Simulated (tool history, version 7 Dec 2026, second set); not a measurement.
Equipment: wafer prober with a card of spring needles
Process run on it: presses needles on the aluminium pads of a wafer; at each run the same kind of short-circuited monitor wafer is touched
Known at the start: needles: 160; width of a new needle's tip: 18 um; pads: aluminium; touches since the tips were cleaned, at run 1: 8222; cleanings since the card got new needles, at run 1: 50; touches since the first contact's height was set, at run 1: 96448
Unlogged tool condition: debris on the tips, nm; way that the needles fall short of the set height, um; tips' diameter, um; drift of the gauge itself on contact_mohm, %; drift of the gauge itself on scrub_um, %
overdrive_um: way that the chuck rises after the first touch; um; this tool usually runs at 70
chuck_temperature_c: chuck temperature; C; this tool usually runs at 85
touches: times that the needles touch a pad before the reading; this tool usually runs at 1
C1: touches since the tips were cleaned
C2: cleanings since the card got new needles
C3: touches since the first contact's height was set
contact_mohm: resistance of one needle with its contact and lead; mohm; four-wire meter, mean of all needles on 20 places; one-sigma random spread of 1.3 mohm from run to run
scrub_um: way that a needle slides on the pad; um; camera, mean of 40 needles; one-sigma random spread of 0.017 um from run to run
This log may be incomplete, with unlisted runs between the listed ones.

run 1 hour=0.0 | overdrive_um=70 chuck_temperature_c=85 touches=1 | C1=8222 C2=50 C3=96448 | contact_mohm=155 scrub_um=17.90
-- hour=3.2 tips cleaned on abrasive film
run 2 hour=21.1 | overdrive_um=70 chuck_temperature_c=85 touches=1 | C1=6331 C2=51 C3=103867 | contact_mohm=149 scrub_um=17.92
-- hour=28.4 tips cleaned on abrasive film
-- hour=28.7 height of the first contact set anew
-- hour=55.4 tips cleaned on abrasive film
run 3 hour=55.4 | overdrive_um=70 chuck_temperature_c=85 touches=1 | C1=0 C2=53 C3=9394 | contact_mohm=111 scrub_um=18.01
-- hour=82.2 tips cleaned on abrasive film
run 4 hour=86.9 | overdrive_um=70 chuck_temperature_c=85 touches=1 | C1=1656 C2=54 C3=20492 | contact_mohm=126 scrub_um=18.01
-- hour=109.5 tips cleaned on abrasive film
run 5 hour=117.4 | overdrive_um=70 chuck_temperature_c=85 touches=1 | C1=2798 C2=55 C3=31231 | contact_mohm=134 scrub_um=17.99
-- hour=136.9 tips cleaned on abrasive film
run 6 hour=154.9 | overdrive_um=70 chuck_temperature_c=85 touches=1 | C1=6372 C2=56 C3=44420 | contact_mohm=148 scrub_um=17.96
-- hour=164.3 tips cleaned on abrasive film
-- hour=190.4 tips cleaned on abrasive film
run 7 hour=190.4 | overdrive_um=70 chuck_temperature_c=85 touches=1 | C1=0 C2=58 C3=56871 | contact_mohm=109 scrub_um=17.96
-- hour=216.3 tips cleaned on abrasive film
run 8 hour=237.9 | overdrive_um=70 chuck_temperature_c=54 touches=1 | C1=7602 C2=59 C3=73589 | contact_mohm=150 scrub_um=17.95
-- hour=244.0 tips cleaned on abrasive film
run 9 hour=266.8 | overdrive_um=70 chuck_temperature_c=54 touches=1 | C1=8027 C2=60 C3=83765 | contact_mohm=152 scrub_um=17.91
-- hour=271.4 tips cleaned on abrasive film
run 10 hour=289.2 | overdrive_um=70 chuck_temperature_c=54 touches=1 | C1=6249 C2=61 C3=91625 | contact_mohm=148 scrub_um=17.90
-- hour=298.5 tips cleaned on abrasive film
run 11 hour=313.7 | overdrive_um=70 chuck_temperature_c=85 touches=1 | C1=5375 C2=62 C3=100260 | contact_mohm=148 scrub_um=17.89
-- hour=326.1 tips cleaned on abrasive film
-- hour=333.1 height of the first contact set anew
run 12 hour=342.0 | overdrive_um=70 chuck_temperature_c=85 touches=1 | C1=5522 C2=63 C3=3153 | contact_mohm=143 scrub_um=18.04
-- hour=353.5 tips cleaned on abrasive film
-- hour=378.9 tips cleaned on abrasive film
run 13 hour=382.1 | overdrive_um=70 chuck_temperature_c=50 touches=1 | C1=1130 C2=65 C3=17232 | contact_mohm=119 scrub_um=18.02
-- hour=407.3 tips cleaned on abrasive film
run 14 hour=428.9 | overdrive_um=70 chuck_temperature_c=85 touches=1 | C1=7615 C2=66 C3=33711 | contact_mohm=150 scrub_um=17.98
-- hour=435.5 tips cleaned on abrasive film
run 15 hour=452.1 | overdrive_um=70 chuck_temperature_c=85 touches=1 | C1=5876 C2=67 C3=41868 | contact_mohm=147 scrub_um=17.97
-- hour=464.8 tips cleaned on abrasive film
-- hour=492.1 tips cleaned on abrasive film
run 16 hour=498.6 | overdrive_um=68 chuck_temperature_c=85 touches=1 | C1=2287 C2=69 C3=58204 | contact_mohm=132 scrub_um=17.46
-- hour=517.5 tips cleaned on abrasive film
run 17 hour=523.1 | overdrive_um=57 chuck_temperature_c=85 touches=2 | C1=1991 C2=70 C3=66822 | contact_mohm=131 scrub_um=14.57
-- hour=543.1 tips cleaned on abrasive film
run 18 hour=543.1 | overdrive_um=82 chuck_temperature_c=92 touches=3 | C1=0 C2=71 C3=73835 | contact_mohm=109 scrub_um=21.02
-- hour=569.0 tips cleaned on abrasive film
run 19 hour=581.8 | overdrive_um=52 chuck_temperature_c=55 touches=2 | C1=4519 C2=72 C3=87478 | contact_mohm=147 scrub_um=13.29
-- hour=596.6 tips cleaned on abrasive film
-- hour=622.8 tips cleaned on abrasive film
run 20 hour=623.3 | overdrive_um=70 chuck_temperature_c=48 touches=2 | C1=184 C2=74 C3=102054 | contact_mohm=109 scrub_um=17.88
-- hour=634.0 height of the first contact set anew
-- hour=649.4 tips cleaned on abrasive film
run 21 hour=659.4 | overdrive_um=54 chuck_temperature_c=85 touches=2 | C1=3525 C2=75 C3=8939 | contact_mohm=137 scrub_um=13.88
-- hour=675.3 tips cleaned on abrasive film
run 22 hour=697.4 | overdrive_um=54 chuck_temperature_c=85 touches=2 | C1=7805 C2=76 C3=22312 | contact_mohm=149 scrub_um=13.90
-- hour=700.9 tips cleaned on abrasive film
-- hour=728.2 tips cleaned on abrasive film
run 23 hour=728.2 | overdrive_um=54 chuck_temperature_c=85 touches=2 | C1=0 C2=78 C3=33097 | contact_mohm=116 scrub_um=13.86
-- hour=756.7 tips cleaned on abrasive film
run 24 hour=763.3 | overdrive_um=54 chuck_temperature_c=85 touches=2 | C1=2330 C2=79 C3=45476 | contact_mohm=133 scrub_um=13.83
-- hour=784.8 tips cleaned on abrasive film
run 25 hour=802.8 | overdrive_um=54 chuck_temperature_c=85 touches=2 | C1=6363 C2=80 C3=59375 | contact_mohm=148 scrub_um=13.85
-- hour=810.6 tips cleaned on abrasive film
run 26 hour=834.4 | overdrive_um=76 chuck_temperature_c=89 touches=2 | C1=8396 C2=81 C3=70493 | contact_mohm=128 scrub_um=19.47
-- hour=837.6 tips cleaned on abrasive film
-- hour=865.4 tips cleaned on abrasive film
run 27 hour=876.6 | overdrive_um=76 chuck_temperature_c=89 touches=2 | C1=3948 C2=83 C3=85299 | contact_mohm=124 scrub_um=19.44
-- hour=894.2 tips cleaned on abrasive film
run 28 hour=917.9 | overdrive_um=70 chuck_temperature_c=97 touches=1 | C1=8371 C2=84 C3=99852 | contact_mohm=156 scrub_um=17.88
-- hour=921.7 tips cleaned on abrasive film
-- hour=937.5 height of the first contact set anew
run 29 hour=941.2 | overdrive_um=51 chuck_temperature_c=31 touches=1 | C1=6767 C2=85 C3=1319 | contact_mohm=185 scrub_um=13.14
-- hour=948.4 tips cleaned on abrasive film
-- hour=975.6 tips cleaned on abrasive film
run 30 hour=981.3 | overdrive_um=76 chuck_temperature_c=73 touches=3 | C1=1999 C2=87 C3=15407 | contact_mohm=112 scrub_um=19.53

Hidden state at the last listed run before each entry between runs and at the first one after, where it differs:
Run 1 -> run 2: tips cleaned on abrasive film (hour 3.2)
  debris on the tips, nm: 77.3 -> 67; way that the needles fall short of the set height, um: 0.44 -> 0.49; tips' diameter, um: 18.83 -> 18.84
  measured less the result without the state, contact_mohm: +46 -> +41 mohm; scrub_um: -0.11 -> -0.12 um
Run 2 -> run 3: tips cleaned on abrasive film (hour 28.4); height of the first contact set anew (hour 28.7); tips cleaned on abrasive film (hour 55.4)
  debris on the tips, nm: 67 -> 3.6; way that the needles fall short of the set height, um: 0.49 -> 0.04; tips' diameter, um: 18.84 -> 18.87
  measured less the result without the state, contact_mohm: +41 -> +2 mohm; scrub_um: -0.12 -> -0.01 um
Run 3 -> run 4: tips cleaned on abrasive film (hour 82.2)
  debris on the tips, nm: 3.6 -> 29.4; way that the needles fall short of the set height, um: 0.04 -> 0.09; tips' diameter, um: 18.87 -> 18.89
  measured less the result without the state, contact_mohm: +2 -> +18 mohm; scrub_um: -0.01 -> -0.03 um
Run 4 -> run 5: tips cleaned on abrasive film (hour 109.5)
  debris on the tips, nm: 29.4 -> 42.2; way that the needles fall short of the set height, um: 0.09 -> 0.14; tips' diameter, um: 18.89 -> 18.91
  measured less the result without the state, contact_mohm: +18 -> +25 mohm; scrub_um: -0.03 -> -0.04 um
Run 5 -> run 6: tips cleaned on abrasive film (hour 136.9)
  debris on the tips, nm: 42.2 -> 64.4; way that the needles fall short of the set height, um: 0.14 -> 0.18; tips' diameter, um: 18.91 -> 18.92
  measured less the result without the state, contact_mohm: +25 -> +39 mohm; scrub_um: -0.04 -> -0.04 um
Run 6 -> run 7: tips cleaned on abrasive film (hour 164.3); tips cleaned on abrasive film (hour 190.4)
  debris on the tips, nm: 64.4 -> 4.5; way that the needles fall short of the set height, um: 0.18 -> 0.3; tips' diameter, um: 18.92 -> 18.96
  measured less the result without the state, contact_mohm: +39 -> +3 mohm; scrub_um: -0.04 -> -0.08 um
Run 7 -> run 8: tips cleaned on abrasive film (hour 216.3)
  debris on the tips, nm: 4.5 -> 70; way that the needles fall short of the set height, um: 0.3 -> 0.36; tips' diameter, um: 18.96 -> 18.98
  measured less the result without the state, contact_mohm: +3 -> +45 mohm; scrub_um: -0.08 -> -0.09 um
Run 8 -> run 9: tips cleaned on abrasive film (hour 244.0)
  debris on the tips, nm: 70 -> 74; way that the needles fall short of the set height, um: 0.36 -> 0.42; tips' diameter, um: 18.98 -> 19
  measured less the result without the state, contact_mohm: +45 -> +48 mohm; scrub_um: -0.09 -> -0.11 um
Run 9 -> run 10: tips cleaned on abrasive film (hour 271.4)
  debris on the tips, nm: 74 -> 64.5; way that the needles fall short of the set height, um: 0.42 -> 0.47; tips' diameter, um: 19 -> 19.02
  measured less the result without the state, contact_mohm: +48 -> +42 mohm; scrub_um: -0.11 -> -0.12 um
Run 10 -> run 11: tips cleaned on abrasive film (hour 298.5)
  debris on the tips, nm: 64.5 -> 62.1; way that the needles fall short of the set height, um: 0.47 -> 0.5; tips' diameter, um: 19.02 -> 19.03
  measured less the result without the state, contact_mohm: +42 -> +39 mohm; scrub_um: -0.12 -> -0.13 um
Run 11 -> run 12: tips cleaned on abrasive film (hour 326.1); height of the first contact set anew (hour 333.1)
  debris on the tips, nm: 62.1 -> 60.3; way that the needles fall short of the set height, um: 0.5 -> 0; tips' diameter, um: 19.03 -> 19.05
  measured less the result without the state, contact_mohm: +39 -> +36 mohm; scrub_um: -0.13 -> +0.00 um
Run 12 -> run 13: tips cleaned on abrasive film (hour 353.5); tips cleaned on abrasive film (hour 378.9)
  debris on the tips, nm: 60.3 -> 22.8; way that the needles fall short of the set height, um: 0 -> 0.09; tips' diameter, um: 19.05 -> 19.08
  measured less the result without the state, contact_mohm: +36 -> +15 mohm; scrub_um: +0.00 -> -0.02 um
Run 13 -> run 14: tips cleaned on abrasive film (hour 407.3)
  debris on the tips, nm: 22.8 -> 70.5; way that the needles fall short of the set height, um: 0.09 -> 0.14; tips' diameter, um: 19.08 -> 19.1
  measured less the result without the state, contact_mohm: +15 -> +43 mohm; scrub_um: -0.02 -> -0.04 um
Run 14 -> run 15: tips cleaned on abrasive film (hour 435.5)
  debris on the tips, nm: 70.5 -> 62.9; way that the needles fall short of the set height, um: 0.14 -> 0.18; tips' diameter, um: 19.1 -> 19.11
  measured less the result without the state, contact_mohm: +43 -> +39 mohm; scrub_um: -0.04 -> -0.04 um
Run 15 -> run 16: tips cleaned on abrasive film (hour 464.8); tips cleaned on abrasive film (hour 492.1)
  debris on the tips, nm: 62.9 -> 37.2; way that the needles fall short of the set height, um: 0.18 -> 0.27; tips' diameter, um: 19.11 -> 19.14
  measured less the result without the state, contact_mohm: +39 -> +24 mohm; scrub_um: -0.04 -> -0.07 um
Run 16 -> run 17: tips cleaned on abrasive film (hour 517.5)
  debris on the tips, nm: 37.2 -> 37.5; way that the needles fall short of the set height, um: 0.27 -> 0.33; tips' diameter, um: 19.14 -> 19.16
  measured less the result without the state, contact_mohm: +24 -> +20 mohm; scrub_um: -0.07 -> -0.09 um
Run 17 -> run 18: tips cleaned on abrasive film (hour 543.1)
  debris on the tips, nm: 37.5 -> 8.8; way that the needles fall short of the set height, um: 0.33 -> 0.39; tips' diameter, um: 19.16 -> 19.18
  measured less the result without the state, contact_mohm: +20 -> +2 mohm; scrub_um: -0.09 -> -0.10 um
Run 18 -> run 19: tips cleaned on abrasive film (hour 569.0)
  debris on the tips, nm: 8.8 -> 58.2; way that the needles fall short of the set height, um: 0.39 -> 0.43; tips' diameter, um: 19.18 -> 19.2
  measured less the result without the state, contact_mohm: +2 -> +38 mohm; scrub_um: -0.10 -> -0.11 um
Run 19 -> run 20: tips cleaned on abrasive film (hour 596.6); tips cleaned on abrasive film (hour 622.8)
  debris on the tips, nm: 58.2 -> 10.1; way that the needles fall short of the set height, um: 0.43 -> 0.52; tips' diameter, um: 19.2 -> 19.23
  measured less the result without the state, contact_mohm: +38 -> +5 mohm; scrub_um: -0.11 -> -0.14 um
Run 20 -> run 21: height of the first contact set anew (hour 634.0); tips cleaned on abrasive film (hour 649.4)
  debris on the tips, nm: 10.1 -> 47.7; way that the needles fall short of the set height, um: 0.52 -> 0.05; tips' diameter, um: 19.23 -> 19.25
  measured less the result without the state, contact_mohm: +5 -> +27 mohm; scrub_um: -0.14 -> -0.02 um
Run 21 -> run 22: tips cleaned on abrasive film (hour 675.3)
  debris on the tips, nm: 47.7 -> 70.2; way that the needles fall short of the set height, um: 0.05 -> 0.1; tips' diameter, um: 19.25 -> 19.27
  measured less the result without the state, contact_mohm: +27 -> +40 mohm; scrub_um: -0.02 -> -0.02 um
Run 22 -> run 23: tips cleaned on abrasive film (hour 700.9); tips cleaned on abrasive film (hour 728.2)
  debris on the tips, nm: 70.2 -> 4.6; way that the needles fall short of the set height, um: 0.1 -> 0.2; tips' diameter, um: 19.27 -> 19.3
  measured less the result without the state, contact_mohm: +40 -> +3 mohm; scrub_um: -0.02 -> -0.05 um
Run 23 -> run 24: tips cleaned on abrasive film (hour 756.7)
  debris on the tips, nm: 4.6 -> 36.2; way that the needles fall short of the set height, um: 0.2 -> 0.24; tips' diameter, um: 19.3 -> 19.32
  measured less the result without the state, contact_mohm: +3 -> +22 mohm; scrub_um: -0.05 -> -0.06 um
Run 24 -> run 25: tips cleaned on abrasive film (hour 784.8)
  debris on the tips, nm: 36.2 -> 65.1; way that the needles fall short of the set height, um: 0.24 -> 0.28; tips' diameter, um: 19.32 -> 19.33
  measured less the result without the state, contact_mohm: +22 -> +38 mohm; scrub_um: -0.06 -> -0.07 um
Run 25 -> run 26: tips cleaned on abrasive film (hour 810.6)
  debris on the tips, nm: 65.1 -> 73.3; way that the needles fall short of the set height, um: 0.28 -> 0.34; tips' diameter, um: 19.33 -> 19.35
  measured less the result without the state, contact_mohm: +38 -> +24 mohm; scrub_um: -0.07 -> -0.09 um
Run 26 -> run 27: tips cleaned on abrasive film (hour 837.6); tips cleaned on abrasive film (hour 865.4)
  debris on the tips, nm: 73.3 -> 49.7; way that the needles fall short of the set height, um: 0.34 -> 0.46; tips' diameter, um: 19.35 -> 19.39
  measured less the result without the state, contact_mohm: +24 -> +16 mohm; scrub_um: -0.09 -> -0.12 um
Run 27 -> run 28: tips cleaned on abrasive film (hour 894.2)
  debris on the tips, nm: 49.7 -> 73.7; way that the needles fall short of the set height, um: 0.46 -> 0.51; tips' diameter, um: 19.39 -> 19.41
  measured less the result without the state, contact_mohm: +16 -> +46 mohm; scrub_um: -0.12 -> -0.13 um
Run 28 -> run 29: tips cleaned on abrasive film (hour 921.7); height of the first contact set anew (hour 937.5)
  debris on the tips, nm: 73.7 -> 67.5; way that the needles fall short of the set height, um: 0.51 -> 0; tips' diameter, um: 19.41 -> 19.43
  measured less the result without the state, contact_mohm: +46 -> +78 mohm; scrub_um: -0.13 -> +0.00 um
Run 29 -> run 30: tips cleaned on abrasive film (hour 948.4); tips cleaned on abrasive film (hour 975.6)
  debris on the tips, nm: 67.5 -> 34.6; way that the needles fall short of the set height, um: 0 -> 0.09; tips' diameter, um: 19.43 -> 19.46
  measured less the result without the state, contact_mohm: +78 -> +8 mohm; scrub_um: +0.00 -> -0.02 um
